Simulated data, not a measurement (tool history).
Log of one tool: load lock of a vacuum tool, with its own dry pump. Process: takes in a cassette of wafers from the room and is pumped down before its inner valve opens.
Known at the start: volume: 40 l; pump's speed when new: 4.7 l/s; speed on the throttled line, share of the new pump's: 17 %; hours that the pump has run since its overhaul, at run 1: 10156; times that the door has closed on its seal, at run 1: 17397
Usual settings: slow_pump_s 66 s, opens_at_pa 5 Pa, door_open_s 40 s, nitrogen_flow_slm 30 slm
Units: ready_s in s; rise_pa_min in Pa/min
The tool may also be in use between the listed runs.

run,day,slow_pump_s,opens_at_pa,door_open_s,nitrogen_flow_slm,hours that the pump has run since its overhaul,times that the door has closed on its seal,"incoming humidity of the room's air, %",ready_s,rise_pa_min
1,0,66,5,40,30,10156,17397,44.3,152.6,0.048
2,2.9,66,5,40,30,10225,17680,44.8,152.6,0.048
# day 5.45: dry pump taken out, an overhauled one fitted
3,7.271,66,5,40,30,44,18082,43.3,139.2,0.046
4,11.142,66,5,40,30,137,18460,42.4,138,0.04
5,16.221,66,5,40,30,259,18955,47.5,139.7,0.047
6,20.446,117,5,40,30,360,19367,44.8,182.9,0.051
7,23.754,117,5,40,30,439,19690,47.5,183.9,0.047
8,27.017,66,5,180,30,518,20008,41.4,140.7,0.075
9,31.154,66,5,180,30,617,20412,43.6,138.3,0.068
10,34.946,66,5,40,30,708,20782,45.9,139.9,0.053
11,39.067,66,5,35,30,807,21184,45,140.9,0.049
12,43.758,70,5,40,4,919,21641,47.4,143.9,0.079
13,46.046,80,5,40,17,974,21865,44.4,153.6,0.065
14,49.154,98,6,49,11,1049,22168,42.5,164.7,0.069
15,53.262,57,7,66,26,1147,22569,45.1,129.5,0.063
16,55.967,44,7,176,30,1212,22832,44.9,119.8,0.078
17,59.788,44,7,176,30,1304,23205,47,119.5,0.075

The next listed run, before its measurement:
18,62.583,44,7,176,30,1371,23478,47.3,?,?

ready_s: 119.5 s
rise_pa_min: 0.084 Pa/min
Without the tool's hidden state the same run would have given ready_s 119.9 s, rise_pa_min 0.044 Pa/min.
